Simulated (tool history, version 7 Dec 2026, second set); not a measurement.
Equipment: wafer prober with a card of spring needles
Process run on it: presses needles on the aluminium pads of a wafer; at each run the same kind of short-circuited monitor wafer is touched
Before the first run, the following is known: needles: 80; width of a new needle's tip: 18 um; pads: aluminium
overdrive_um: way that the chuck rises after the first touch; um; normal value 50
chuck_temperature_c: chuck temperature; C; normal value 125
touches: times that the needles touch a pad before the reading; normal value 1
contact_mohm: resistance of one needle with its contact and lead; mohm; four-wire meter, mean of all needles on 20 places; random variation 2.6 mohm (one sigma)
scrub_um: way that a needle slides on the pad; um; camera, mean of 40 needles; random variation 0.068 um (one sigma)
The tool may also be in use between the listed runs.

| run | hour | overdrive_um | chuck_temperature_c | touches | contact_mohm | scrub_um |
|---|---|---|---|---|---|---|
| 1 | 0 | 50 | 125 | 1 | 416 | 10.33 |
|  | 4.5 | tips cleaned on abrasive film |
| 2 | 7.9 | 50 | 125 | 1 | 385 | 10.28 |
|  | 16.5 | tips cleaned on abrasive film |
| 3 | 18.1 | 50 | 125 | 1 | 344 | 10.31 |
|  | 28.3 | tips cleaned on abrasive film |
| 4 | 30.1 | 50 | 125 | 1 | 347 | 10.3 |
| 5 | 37.3 | 44 | 125 | 1 | 462 | 9.04 |
|  | 40.2 | tips cleaned on abrasive film |
| 6 | 47.2 | 50 | 125 | 2 | 367 | 10.23 |
|  | 51.9 | tips cleaned on abrasive film |
| 7 | 56.1 | 50 | 78 | 2 | 343 | 10.29 |
| 8 | 63.1 | 50 | 64 | 2 | 372 | 10.21 |
|  | 64.4 | tips cleaned on abrasive film |
|  | 76.5 | tips cleaned on abrasive film |
| 9 | 76.7 | 50 | 125 | 1 | 319 | 10.22 |
| 10 | 85.4 | 50 | 125 | 1 | 427 | 10.16 |
|  | 88.7 | tips cleaned on abrasive film |
| 11 | 94 | 50 | 125 | 1 | 402 | 10.19 |
|  | 101.2 | tips cleaned on abrasive film |
| 12 | 110.3 | 61 | 125 | 1 | 378 | 12.51 |
|  | 112.7 | tips cleaned on abrasive film |
| 13 | 122.1 | 48 | 57 | 2 | 377 | 9.78 |
|  | 124.3 | tips cleaned on abrasive film |
|  | 124.6 | height of the first contact set anew |
| 14 | 132.7 | 37 | 66 | 1 | 497 | 7.8 |
|  | 137 | tips cleaned on abrasive film |
| 15 | 142 | 37 | 118 | 2 | 406 | 7.83 |
|  | 148.9 | tips cleaned on abrasive film |
| 16 | 153.4 | 58 | 55 | 2 | 314 | 12.26 |
|  | 160.8 | tips cleaned on abrasive film |
| 17 | 165.6 | 60 | 55 | 2 | 321 | 12.58 |
|  | 172.5 | tips cleaned on abrasive film |
| 18 | 178.9 | 52 | 125 | 1 | 396 | 10.76 |
|  | 184.1 | tips cleaned on abrasive film |
| 19 | 186.7 | 34 | 125 | 1 | 450 | 7.07 |
|  | 195.8 | tips cleaned on abrasive film |
| 20 | 202.6 | 69 | 38 | 2 | 312 | 14.45 |
|  | 207.2 | tips cleaned on abrasive film |
| 21 | 212.2 | 49 | 64 | 2 | 354 | 10.18 |
|  | 218.9 | tips cleaned on abrasive film |
| 22 | 220.5 | 34 | 99 | 2 | 367 | 6.98 |
| 23 | 227.3 | 42 | 36 | 2 | 392 | 8.73 |

Alternative continuations, all from the tool just after run 23; predict every row:
|  | 231.6 | tips cleaned on abrasive film |
| A | 235.5 | 66 | 125 | 2 | ? | ? |
|  | 231.6 | tips cleaned on abrasive film |
| B | 235.5 | 37 | 39 | 2 | ? | ? |
|  | 231.6 | tips cleaned on abrasive film |
| C | 235.5 | 47 | 69 | 1 | ? | ? |
|  | 231.6 | tips cleaned on abrasive film |
| D | 235.5 | 42 | 36 | 3 | ? | ? |
|  | 231.6 | tips cleaned on abrasive film |
| E | 235.5 | 50 | 106 | 2 | ? | ? |

| run | contact_mohm | scrub_um |
|---|---|---|
| A | 324 | 13.81 |
| B | 384 | 7.63 |
| C | 381 | 9.77 |
| D | 323 | 8.63 |
| E | 343 | 10.34 |
With the hidden condition removed and each run's random variation left untouched, the same runs would have given:
| run | contact_mohm | scrub_um |
|---|---|---|
| A | 295 | 14.02 |
| B | 284 | 7.84 |
| C | 283 | 9.98 |
| D | 275 | 8.84 |
| E | 292 | 10.55 |
